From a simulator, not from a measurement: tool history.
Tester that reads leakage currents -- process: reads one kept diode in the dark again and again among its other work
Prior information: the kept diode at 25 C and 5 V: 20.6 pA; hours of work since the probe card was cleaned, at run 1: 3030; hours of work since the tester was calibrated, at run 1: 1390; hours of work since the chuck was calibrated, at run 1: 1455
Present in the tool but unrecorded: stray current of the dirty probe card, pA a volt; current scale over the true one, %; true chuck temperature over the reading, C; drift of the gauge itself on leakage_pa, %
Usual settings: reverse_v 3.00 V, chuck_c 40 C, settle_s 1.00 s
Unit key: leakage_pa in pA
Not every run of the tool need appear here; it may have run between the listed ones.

| run | hour | reverse_v | chuck_c | settle_s | hours of work since the probe card was cleaned | hours of work since the tester was calibrated | hours of work since the chuck was calibrated | leakage_pa |
|---|---|---|---|---|---|---|---|---|
| 1 | 0.0 | 3.00 | 40 | 1.00 | 3030 | 1390 | 1455 | 58.75 |
| 2 | 61.6 | 4.72 | 40 | 1.00 | 3061 | 1421 | 1486 | 71.45 |
| 3 | 148.3 | 3.00 | 40 | 1.00 | 3106 | 1465 | 1530 | 59.02 |
| 4 | 243.5 | 3.00 | 26 | 1.00 | 3154 | 1513 | 1579 | 23.28 |
| 5 | 302.0 | 3.00 | 26 | 1.00 | 3184 | 1543 | 1609 | 23.47 |
| 6 | 362.6 | 3.00 | 40 | 0.66 | 3214 | 1574 | 1639 | 59.99 |
| 7 | 440.3 | 3.00 | 40 | 0.66 | 3254 | 1613 | 1679 | 60.25 |
| 8 | 535.9 | 1.45 | 40 | 1.00 | 3302 | 1662 | 1727 | 44.59 |
| 9 | 585.8 | 19.31 | 40 | 1.00 | 3328 | 1687 | 1753 | 135.47 |
| 10 | 680.9 | 19.31 | 40 | 1.00 | 3376 | 1736 | 1801 | 135.25 |
|  | 726.4 | chuck's temperature calibrated |
| 11 | 730.5 | 3.00 | 40 | 0.63 | 3400 | 1760 | 2 | 54.37 |
| 12 | 815.9 | 3.00 | 40 | 0.63 | 3444 | 1803 | 45 | 55.10 |
| 13 | 910.1 | 10.68 | 40 | 1.00 | 3492 | 1851 | 93 | 94.86 |
| 14 | 949.6 | 1.24 | 44 | 1.00 | 3512 | 1871 | 113 | 50.07 |
| 15 | 993.4 | 1.24 | 44 | 1.00 | 3534 | 1893 | 136 | 49.73 |
| 16 | 1036.3 | 3.13 | 26 | 5.23 | 3556 | 1915 | 157 | 21.60 |
| 17 | 1107.3 | 3.59 | 40 | 1.43 | 3592 | 1951 | 194 | 59.03 |
| 18 | 1200.7 | 15.24 | 21 | 3.57 | 3639 | 1999 | 241 | 37.14 |
| 19 | 1260.4 | 15.24 | 21 | 3.57 | 3670 | 2029 | 271 | 37.09 |
| 20 | 1344.5 | 4.45 | 29 | 3.57 | 3712 | 2072 | 314 | 31.64 |
| 21 | 1408.8 | 4.45 | 29 | 3.57 | 3745 | 2104 | 347 | 31.75 |

Consider 4 possible next runs. They are alternatives, not a sequence: every one starts from the tool as it was left by run 21. What does each give?
| A | 1463.4 | 3.00 | 54 | 1.00 | 3773 | 2132 | 375 | ? |
| B | 1463.4 | 3.00 | 31 | 3.96 | 3773 | 2132 | 375 | ? |
| C | 1463.4 | 4.83 | 21 | 2.09 | 3773 | 2132 | 375 | ? |
| D | 1463.4 | 17.12 | 42 | 1.35 | 3773 | 2132 | 375 | ? |

| run | leakage_pa |
|---|---|
| A | 136.55 |
| B | 30.43 |
| C | 19.95 |
| D | 135.74 |
Take away the tool's hidden state, keep each run's random variation, and the runs would have read:
| run | leakage_pa |
|---|---|
| A | 128.59 |
| B | 26.72 |
| C | 15.31 |
| D | 116.60 |
